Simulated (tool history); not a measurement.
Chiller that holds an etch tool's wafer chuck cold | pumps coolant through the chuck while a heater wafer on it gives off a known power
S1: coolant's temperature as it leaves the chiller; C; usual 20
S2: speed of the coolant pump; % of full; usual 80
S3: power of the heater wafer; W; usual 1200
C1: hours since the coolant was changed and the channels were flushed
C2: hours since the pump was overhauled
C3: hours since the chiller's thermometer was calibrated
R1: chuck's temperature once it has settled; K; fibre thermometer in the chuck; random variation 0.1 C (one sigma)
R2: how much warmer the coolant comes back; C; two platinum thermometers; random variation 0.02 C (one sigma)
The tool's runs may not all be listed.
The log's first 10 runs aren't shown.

| run | day | S1 | S2 | S3 | C1 | C2 | C3 | R1 | R2 |
|---|---|---|---|---|---|---|---|---|---|
| 11 | 48.988 | 20 | 80 | 1200 | 1176 | 6086 | 2704 | 305.15 | 3.81 |
| 12 | 52.612 | 20 | 80 | 1200 | 1263 | 6173 | 2791 | 305.15 | 3.83 |
| 13 | 56.325 | 20 | 80 | 1200 | 1352 | 6262 | 2881 | 305.25 | 3.85 |
| 14 | 60.225 | 20 | 80 | 1200 | 1445 | 6355 | 2974 | 305.35 | 3.84 |
| 15 | 66.633 | 20 | 80 | 1265 | 1599 | 6509 | 3128 | 305.95 | 4.05 |
|  | 70.746 | coolant pump overhauled |
|  | 73.3 | chiller's thermometer calibrated |
| 16 | 73.475 | 20 | 80 | 1265 | 1757 | 64 | 4 | 304.15 | 3.62 |
| 17 | 76.892 | 11 | 80 | 1200 | 1839 | 146 | 86 | 294.75 | 3.42 |
| 18 | 84.029 | 17 | 80 | 637 | 2011 | 318 | 258 | 295.55 | 1.82 |
| 19 | 90.696 | 17 | 80 | 637 | 2171 | 478 | 418 | 295.85 | 1.84 |
| 20 | 94.95 | 17 | 80 | 637 | 2273 | 580 | 520 | 295.85 | 1.85 |
| 21 | 98.996 | 12 | 80 | 1200 | 2370 | 677 | 617 | 295.75 | 3.51 |
| 22 | 102.142 | 12 | 70 | 746 | 2445 | 753 | 692 | 292.75 | 2.49 |
| 23 | 106.088 | 20 | 90 | 1013 | 2540 | 847 | 787 | 301.45 | 2.55 |
| 24 | 112.575 | 19 | 94 | 628 | 2696 | 1003 | 943 | 297.15 | 1.53 |
| 25 | 119.404 | 20 | 80 | 904 | 2860 | 1167 | 1106 | 301.35 | 2.66 |
| 26 | 124.3 | 20 | 80 | 904 | 2977 | 1284 | 1224 | 301.45 | 2.64 |
| 27 | 128.75 | 11 | 64 | 829 | 3084 | 1391 | 1331 | 293.75 | 3.09 |
| 28 | 134.338 | 17 | 80 | 1540 | 3218 | 1525 | 1465 | 304.25 | 4.53 |
| 29 | 138.633 | 17 | 80 | 1540 | 3321 | 1628 | 1568 | 304.35 | 4.54 |
| 30 | 145.733 | 17 | 80 | 1540 | 3492 | 1799 | 1738 | 304.35 | 4.55 |
| 31 | 151.058 | 20 | 88 | 1200 | 3619 | 1926 | 1866 | 303.45 | 3.18 |
| 32 | 155.417 | 20 | 77 | 1471 | 3724 | 2031 | 1971 | 307.55 | 4.52 |

Forecast each of these 3 alternatives for the next run:
| A | 162.404 | 19 | 68 | 765 | 3892 | 2199 | 2138 | ? | ? |
| B | 162.404 | 15 | 67 | 1132 | 3892 | 2199 | 2138 | ? | ? |
| C | 162.404 | 28 | 92 | 1471 | 3892 | 2199 | 2138 | ? | ? |

| run | R1 | R2 |
|---|---|---|
| A | 300.75 | 2.67 |
| B | 300.75 | 4.09 |
| C | 313.25 | 3.72 |
Without the tool's hidden state the same runs would have given:
| run | R1 | R2 |
|---|---|---|
| A | 299.75 | 2.55 |
| B | 299.45 | 3.92 |
| C | 311.95 | 3.56 |
